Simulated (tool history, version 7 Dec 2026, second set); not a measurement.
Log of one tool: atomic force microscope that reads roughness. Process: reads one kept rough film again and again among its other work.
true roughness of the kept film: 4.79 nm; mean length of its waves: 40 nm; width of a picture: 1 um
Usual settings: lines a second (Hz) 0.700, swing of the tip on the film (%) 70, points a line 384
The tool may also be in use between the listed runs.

run,hour,lines a second (Hz),swing of the tip on the film (%),points a line,roughness of the kept film (nm (root mean square))
1,0.0,0.700,70,384,4.117
2,8.5,0.700,62,384,4.113
3,17.8,0.700,62,384,4.061
4,23.2,0.700,74,384,3.956
5,30.8,0.700,74,384,3.845
6,38.6,0.700,74,384,3.819
7,45.1,0.700,74,552,3.785
# hour 47.0: height scale calibrated on a step standard
8,58.2,0.700,74,552,3.718
9,66.2,0.700,74,552,3.658
# hour 68.1: height scale calibrated on a step standard, once more
10,72.6,0.700,74,552,3.653
11,85.6,0.700,74,552,3.568
# hour 91.8: new tip fitted
12,93.0,0.700,74,552,4.164
13,104.0,1.949,70,503,3.836

Run 14 comes next. What will it give?
14,112.0,1.949,70,503,?

{"run 14": {"roughness of the kept film (nm (root mean square))": 3.749}}
Without the tool's hidden state the same run would have given roughness of the kept film (nm (root mean square)) 3.918.
